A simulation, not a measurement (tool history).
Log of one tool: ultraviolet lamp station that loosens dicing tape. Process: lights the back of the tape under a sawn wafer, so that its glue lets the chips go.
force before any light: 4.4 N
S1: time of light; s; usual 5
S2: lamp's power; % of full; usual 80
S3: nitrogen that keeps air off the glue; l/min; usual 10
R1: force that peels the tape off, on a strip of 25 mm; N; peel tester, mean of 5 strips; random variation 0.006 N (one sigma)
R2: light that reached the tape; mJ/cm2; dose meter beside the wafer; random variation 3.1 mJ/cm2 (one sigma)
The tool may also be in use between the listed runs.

| run | day | S1 | S2 | S3 | R1 | R2 |
|---|---|---|---|---|---|---|
| 1 | 0 | 5 | 80 | 10 | 0.202 | 405 |
| 2 | 2.879 | 5 | 80 | 10 | 0.214 | 403 |
| 3 | 4.617 | 5 | 80 | 10 | 0.211 | 398 |
| 4 | 6.517 | 5 | 80 | 10 | 0.225 | 398 |
| 5 | 8.025 | 5 | 80 | 10 | 0.252 | 374 |
| 6 | 9.838 | 5 | 80 | 10 | 0.256 | 373 |
| 7 | 11.496 | 5 | 80 | 10 | 0.249 | 369 |
| 8 | 12.833 | 5 | 80 | 10 | 0.249 | 371 |
| 9 | 15.271 | 5 | 80 | 10 | 0.203 | 422 |
| 10 | 17.071 | 5 | 80 | 10 | 0.203 | 408 |
| 11 | 18.754 | 5 | 80 | 10 | 0.209 | 412 |
| 12 | 20.717 | 3 | 65 | 6 | 0.95 | 202 |
| 13 | 22.908 | 3 | 65 | 6 | 0.954 | 195 |
| 14 | 25.542 | 3 | 69 | 5 | 0.975 | 203 |
| 15 | 28.542 | 5 | 90 | 10 | 0.183 | 438 |
| 16 | 31.45 | 5 | 90 | 10 | 0.18 | 433 |
| 17 | 34.517 | 4 | 84 | 4 | 0.527 | 316 |
| 18 | 37.062 | 8 | 80 | 10 | 0.129 | 645 |
| 19 | 38.762 | 4 | 97 | 15 | 0.19 | 385 |
| 20 | 41.671 | 3 | 87 | 10 | 0.493 | 253 |

Not shown: 3 entries that the log had between the listed runs. Between which runs, and how does the tool's hidden state differ before and after?
Between runs 4 and 5: window cleaned of glue's vapour (day 8.025)
  lamp's light, % of a new lamp's: 89.1 -> 88.8; light that the window lets through, % of a clean one's: 92.5 -> 88.7
  measured less the result without the state, R1: +0.056 -> +0.074 N; R2: -85 -> -101 mJ/cm2
Between runs 8 and 9: window cleaned of glue's vapour, once more (day 13.342)
  lamp's light, % of a new lamp's: 87.9 -> 87.4; light that the window lets through, % of a clean one's: 87.4 -> 99.2
  measured less the result without the state, R1: +0.082 -> +0.037 N; R2: -112 -> -64 mJ/cm2
Between runs 17 and 18: window cleaned of glue's vapour (day 36.033)
  lamp's light, % of a new lamp's: 83.6 -> 83.1; light that the window lets through, % of a clean one's: 93.8 -> 99.7
  measured less the result without the state, R1: +0.192 -> +0.007 N; R2: -88 -> -133 mJ/cm2
